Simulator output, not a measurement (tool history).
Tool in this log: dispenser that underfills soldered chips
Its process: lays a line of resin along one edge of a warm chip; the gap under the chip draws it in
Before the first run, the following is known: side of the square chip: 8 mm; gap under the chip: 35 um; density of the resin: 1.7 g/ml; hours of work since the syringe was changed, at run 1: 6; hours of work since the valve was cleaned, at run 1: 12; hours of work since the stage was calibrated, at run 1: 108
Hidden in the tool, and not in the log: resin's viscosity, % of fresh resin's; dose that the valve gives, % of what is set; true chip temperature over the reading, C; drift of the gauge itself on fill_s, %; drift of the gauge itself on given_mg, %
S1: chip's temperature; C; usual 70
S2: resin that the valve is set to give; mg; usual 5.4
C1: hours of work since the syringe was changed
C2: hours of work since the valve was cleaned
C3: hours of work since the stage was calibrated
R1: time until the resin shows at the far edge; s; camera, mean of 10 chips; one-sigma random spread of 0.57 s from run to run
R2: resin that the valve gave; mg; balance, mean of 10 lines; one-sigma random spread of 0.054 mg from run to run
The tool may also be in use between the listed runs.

run   hour  S1    S2  C1   C2   C3     R1    R2
  1      0  70   5.4   6   12  108   69.1  5.32
       1.9  -- new syringe of resin
  2     10  70   5.4   6   19  115   68.8  5.34
      12.2  -- new syringe of resin
  3   15.9  70   5.4   3   23  119   57.5  5.31
      22.4  -- new syringe of resin
  4   25.8  70   5.4   3   31  127   58.1  5.28
      32.7  -- new syringe of resin
  5   32.8  64   5.4   0   36  132   62.8  5.28
  6     37  64   5.4   3   39  135   74.4  5.33
      43.2  -- new syringe of resin
  7   43.9  64   5.4   1   44  140   64.8  5.24
      53.3  -- new syringe of resin
  8   53.5  70   5.4   0   51  147     50  5.24
  9   61.4  64   5.4   6   57  153     86  5.17
        64  -- new syringe of resin
 10   67.7  70  5.73   3   62  157     58  5.55
      74.4  -- new syringe of resin
 11   77.4  70  5.73   2   69  165   56.1  5.47
      84.8  -- new syringe of resin
 12   85.4  70  5.49   0   74  170   51.6  5.17
 13   91.6  70  4.98   5   79  175   66.8  4.76
      95.2  -- new syringe of resin
 14   98.6  70  4.98   3   84  180     60  4.73
 15  102.9  70  6.22   6   87  183     67  5.97
     105.6  -- new syringe of resin
 16  113.4  56  6.22   6   95  191  115.9  5.75
     115.8  -- new syringe of resin
 17  124.1  56  6.22   6  103  199  122.4  5.85
     126.6  -- new syringe of resin
 18  131.2  66  5.96   3  108  204   69.5  5.63
     137.1  -- new syringe of resin
 19  138.3  69  6.17   1  113  209   52.6   5.8
     145.1  -- dispensing valve cleaned and set on the balance
 20  145.9  66  6.17   6    1  214   78.8  6.15
     148.8  -- new syringe of resin
 21  155.2  66  6.17   5    7  221   74.7  6.08
     159.2  -- new syringe of resin
 22    163  78  5.57   3   13  227   43.7  5.56
     169.3  -- new syringe of resin
 23  172.8  57  6.44   3   20  234   94.9   6.4
       180  -- new syringe of resin
 24  182.4  56  5.25   2   27  241   95.3   5.2
 25  186.9  59  6.96   5   31  244   99.5  6.82
     190.3  -- new syringe of resin
 26    192  83  5.49   1   34  248   33.9  5.43
     200.6  -- new syringe of resin
 27  200.9  83  5.49   0   41  255     32  5.45
 28  207.4  65  6.05   5   46  260   80.9  5.89
     210.9  -- new syringe of resin
 29  215.7  78  5.36   4   52  266   46.3  5.17
     221.1  -- new syringe of resin
 30    223  77  5.36   1   57  271   43.1  5.28
 31  230.7  78  5.36   7   63  277   56.5  5.11
     231.8  -- new syringe of resin
 32  237.3  60   5.4   4   68  281   91.2  5.26
     242.3  -- new syringe of resin
 33  242.6  76  6.47   0   72  285   40.8  6.21
 34  249.1  74  5.05   5   76  290   58.7  4.86

Consider 3 possible next runs. They are alternatives, not a sequence: every one starts from the tool as it was left by run 34. What does each give?
     252.9  -- new syringe of resin
  A  256.6  55  5.93   3  82  296   ?   ?
     252.9  -- new syringe of resin
  B  256.6  59  6.06   3  82  296   ?   ?
     252.9  -- new syringe of resin
  C  256.6  81   5.9   3  82  296   ?   ?

run     R1    R2
  A  108.5  5.69
  B   91.2  5.82
  C   40.8   5.7
What these runs would have given with no unlogged condition in the tool:
run    R1    R2
  A  86.3  5.96
  B  72.8   6.1
  C  32.8  5.98
